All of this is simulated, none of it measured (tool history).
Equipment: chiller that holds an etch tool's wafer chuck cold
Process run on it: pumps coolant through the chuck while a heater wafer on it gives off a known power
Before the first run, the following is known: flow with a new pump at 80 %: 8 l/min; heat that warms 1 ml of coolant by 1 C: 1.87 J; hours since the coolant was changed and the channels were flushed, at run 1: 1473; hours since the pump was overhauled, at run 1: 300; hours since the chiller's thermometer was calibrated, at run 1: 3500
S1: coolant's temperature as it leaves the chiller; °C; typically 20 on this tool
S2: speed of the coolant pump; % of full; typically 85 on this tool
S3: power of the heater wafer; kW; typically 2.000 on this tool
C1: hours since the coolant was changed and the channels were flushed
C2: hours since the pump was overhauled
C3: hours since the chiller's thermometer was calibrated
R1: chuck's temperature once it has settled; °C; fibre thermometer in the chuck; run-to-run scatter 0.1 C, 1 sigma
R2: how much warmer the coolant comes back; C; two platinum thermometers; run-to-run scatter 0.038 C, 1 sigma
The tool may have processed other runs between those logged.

{"run": 1, "hour": 0.0, "S1": 20, "S2": 85, "S3": 2.0, "C1": 1473, "C2": 300, "C3": 3500, "R1": 35.0, "R2": 7.53}
{"run": 2, "hour": 20.4, "S1": 16, "S2": 85, "S3": 2.0, "C1": 1493, "C2": 321, "C3": 3521, "R1": 31.1, "R2": 7.5}
{"run": 3, "hour": 34.5, "S1": 20, "S2": 85, "S3": 2.0, "C1": 1507, "C2": 335, "C3": 3535, "R1": 35.2, "R2": 7.49}
{"run": 4, "hour": 52.8, "S1": 20, "S2": 85, "S3": 2.0, "C1": 1526, "C2": 353, "C3": 3553, "R1": 35.2, "R2": 7.56}
{"run": 5, "hour": 76.2, "S1": 20, "S2": 85, "S3": 2.0, "C1": 1549, "C2": 376, "C3": 3576, "R1": 35.0, "R2": 7.54}
{"run": 6, "hour": 101.9, "S1": 20, "S2": 85, "S3": 2.0, "C1": 1575, "C2": 402, "C3": 3602, "R1": 35.0, "R2": 7.53}
{"run": 7, "hour": 128.2, "S1": 20, "S2": 85, "S3": 2.0, "C1": 1601, "C2": 429, "C3": 3628, "R1": 35.0, "R2": 7.64}
{"run": 8, "hour": 159.8, "S1": 20, "S2": 85, "S3": 2.0, "C1": 1633, "C2": 460, "C3": 3660, "R1": 35.1, "R2": 7.56}
{"run": 9, "hour": 176.9, "S1": 20, "S2": 85, "S3": 2.0, "C1": 1650, "C2": 477, "C3": 3677, "R1": 34.9, "R2": 7.56}
{"run": 10, "hour": 190.9, "S1": 20, "S2": 85, "S3": 2.0, "C1": 1664, "C2": 491, "C3": 3691, "R1": 35.0, "R2": 7.53}
{"run": 11, "hour": 208.4, "S1": 20, "S2": 85, "S3": 2.0, "C1": 1681, "C2": 509, "C3": 3708, "R1": 35.1, "R2": 7.62}
{"run": 12, "hour": 234.2, "S1": 20, "S2": 85, "S3": 2.0, "C1": 1707, "C2": 534, "C3": 3734, "R1": 35.1, "R2": 7.65}
{"run": 13, "hour": 251.5, "S1": 20, "S2": 85, "S3": 2.0, "C1": 1724, "C2": 552, "C3": 3752, "R1": 35.0, "R2": 7.59}
{"run": 14, "hour": 275.7, "S1": 20, "S2": 85, "S3": 2.0, "C1": 1749, "C2": 576, "C3": 3776, "R1": 35.2, "R2": 7.64}
{"run": 15, "hour": 289.3, "S1": 20, "S2": 85, "S3": 2.0, "C1": 1762, "C2": 590, "C3": 3789, "R1": 35.1, "R2": 7.59}
{"run": 16, "hour": 310.1, "S1": 20, "S2": 85, "S3": 2.0, "C1": 1783, "C2": 610, "C3": 3810, "R1": 35.1, "R2": 7.63}
{"run": 17, "hour": 331.8, "S1": 20, "S2": 81, "S3": 2.0, "C1": 1805, "C2": 632, "C3": 3832, "R1": 35.7, "R2": 8.07}
{"run": 18, "hour": 360.2, "S1": 20, "S2": 70, "S3": 1.584, "C1": 1833, "C2": 660, "C3": 3860, "R1": 33.9, "R2": 7.44}
{"run": 19, "hour": 376.2, "S1": 17, "S2": 67, "S3": 1.388, "C1": 1849, "C2": 676, "C3": 3876, "R1": 29.7, "R2": 6.81}
{"run": 20, "hour": 407.2, "S1": 10, "S2": 85, "S3": 2.0, "C1": 1880, "C2": 707, "C3": 3907, "R1": 24.9, "R2": 7.66}
{"run": 21, "hour": 430.0, "S1": 10, "S2": 75, "S3": 2.34, "C1": 1903, "C2": 730, "C3": 3930, "R1": 29.6, "R2": 10.23}
{"run": 22, "hour": 458.6, "S1": 10, "S2": 75, "S3": 2.34, "C1": 1932, "C2": 759, "C3": 3959, "R1": 29.5, "R2": 10.11}
{"run": 23, "hour": 483.6, "S1": 19, "S2": 65, "S3": 1.712, "C1": 1957, "C2": 784, "C3": 3984, "R1": 35.2, "R2": 8.73}
{"run": 24, "hour": 507.4, "S1": 24, "S2": 71, "S3": 2.041, "C1": 1980, "C2": 808, "C3": 4008, "R1": 42.1, "R2": 9.57}
{"run": 25, "hour": 533.7, "S1": 18, "S2": 68, "S3": 2.0, "C1": 2007, "C2": 834, "C3": 4034, "R1": 36.1, "R2": 9.73}
{"run": 26, "hour": 550.1, "S1": 18, "S2": 68, "S3": 2.0, "C1": 2023, "C2": 850, "C3": 4050, "R1": 36.2, "R2": 9.69}
{"hour": 552.2, "done": "gauge calibrated"}
{"run": 27, "hour": 581.3, "S1": 18, "S2": 68, "S3": 2.0, "C1": 2054, "C2": 882, "C3": 4081, "R1": 36.1, "R2": 9.49}
{"run": 28, "hour": 605.5, "S1": 18, "S2": 68, "S3": 2.0, "C1": 2078, "C2": 906, "C3": 4106, "R1": 36.2, "R2": 9.56}
{"run": 29, "hour": 636.8, "S1": 25, "S2": 74, "S3": 2.0, "C1": 2110, "C2": 937, "C3": 4137, "R1": 41.9, "R2": 8.7}
{"run": 30, "hour": 659.9, "S1": 13, "S2": 82, "S3": 2.0, "C1": 2133, "C2": 960, "C3": 4160, "R1": 28.3, "R2": 7.84}
{"run": 31, "hour": 676.2, "S1": 13, "S2": 82, "S3": 2.0, "C1": 2149, "C2": 976, "C3": 4176, "R1": 28.4, "R2": 7.82}
{"run": 32, "hour": 701.8, "S1": 11, "S2": 91, "S3": 2.0, "C1": 2175, "C2": 1002, "C3": 4202, "R1": 25.2, "R2": 7.05}

A few steps of R2 between consecutive runs. Split each: what settings, incoming material and random variation would produce without the hidden state, and what is left over for the hidden state, along with gauge scatter present in only one of the two compared results (measured, and without hidden state):
Hidden conditions of the tool in this case: heat passed by the chuck's channels, % of clean ones'; flow at a given pump speed, % of a new pump's; coolant's true temperature over the reading, C; drift of the gauge itself on chuck_c, C; drift of the gauge itself on warmer_back_c, C.
Run 4 -> 5: no setting touched and nothing written in the log between the runs. R2 -0.02 C: hidden state +0.02, all else -0.04.
Run 11 -> 12: no setting touched and nothing written in the log between the runs. R2 +0.03 C: hidden state +0.02, all else +0.01.
Run 20 -> 21: S2 85 -> 75, S3 2.000 -> 2.340. R2 +2.57 C: hidden state +0.02, all else +2.55.
Run 22 -> 23: S1 10 -> 19, S2 75 -> 65, S3 2.340 -> 1.712. R2 -1.38 C: hidden state +0.01, all else -1.39.
Run 26 -> 27: gauge calibrated. R2 -0.20 C: hidden state -0.22, all else +0.02.
Run 28 -> 29: S1 18 -> 25, S2 68 -> 74. R2 -0.86 C: hidden state +0.00, all else -0.86.

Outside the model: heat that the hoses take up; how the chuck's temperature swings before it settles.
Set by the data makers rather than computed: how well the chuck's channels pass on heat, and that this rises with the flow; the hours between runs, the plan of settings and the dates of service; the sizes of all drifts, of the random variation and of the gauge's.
